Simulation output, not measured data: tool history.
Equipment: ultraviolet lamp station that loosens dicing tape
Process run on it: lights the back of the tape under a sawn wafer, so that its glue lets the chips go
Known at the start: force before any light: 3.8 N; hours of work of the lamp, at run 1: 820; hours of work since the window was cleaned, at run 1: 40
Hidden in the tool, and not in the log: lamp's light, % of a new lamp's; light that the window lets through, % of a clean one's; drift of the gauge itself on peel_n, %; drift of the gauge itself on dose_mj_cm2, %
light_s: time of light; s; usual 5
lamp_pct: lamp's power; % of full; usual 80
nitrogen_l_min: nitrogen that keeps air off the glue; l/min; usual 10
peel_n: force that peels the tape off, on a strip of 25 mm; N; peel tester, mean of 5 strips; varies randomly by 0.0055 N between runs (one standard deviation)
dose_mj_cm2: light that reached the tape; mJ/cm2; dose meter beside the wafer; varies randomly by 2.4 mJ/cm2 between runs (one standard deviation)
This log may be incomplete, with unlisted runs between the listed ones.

run	hour	light_s	lamp_pct	nitrogen_l_min	hours of work of the lamp	hours of work since the window was cleaned	peel_n	dose_mj_cm2
1	0.0	5	80	10	820	40	0.230	199
2	53.0	5	80	10	849	68	0.248	193
3	111.8	5	80	10	880	100	0.250	183
4	140.9	5	85	10	896	115	0.223	198
5	170.5	5	85	10	912	131	0.240	200
6	222.9	3	80	10	940	159	0.762	107
7	270.8	3	80	10	966	185	0.791	108
8	317.4	5	80	10	991	210	0.310	169
9	383.1	5	80	10	1026	246	0.329	169
10	446.0	5	80	10	1060	279	0.362	166
11	494.9	5	80	10	1086	306	0.371	159
# hour 528.6: window cleaned of glue's vapour
12	539.1	5	80	10	1110	6	0.487	144
13	574.8	5	80	10	1129	25	0.477	138
14	639.8	5	80	10	1164	60	0.522	133
# hour 666.0: window cleaned of glue's vapour, once more
15	695.3	5	98	10	1194	16	0.196	215
16	727.8	5	98	10	1211	33	0.192	210
17	764.5	5	80	10	1231	53	0.321	173
18	831.9	5	85	10	1267	89	0.310	174
19	874.7	5	85	10	1290	112	0.333	170
20	916.5	5	85	10	1313	135	0.333	166
21	963.2	5	67	10	1338	160	0.561	125
22	1020.6	6	80	11	1369	191	0.271	174
23	1068.1	8	61	17	1394	216	0.190	176

Run 24, settings as shown, results not yet in. Your forecast:
24	1129.9	5	67	4	1427	249	?	?

Run 24 gave peel_n 1.165 N, dose_mj_cm2 118 mJ/cm2.
Had the tool carried no hidden state, the very same run would have given peel_n 0.414 N, dose_mj_cm2 224 mJ/cm2.
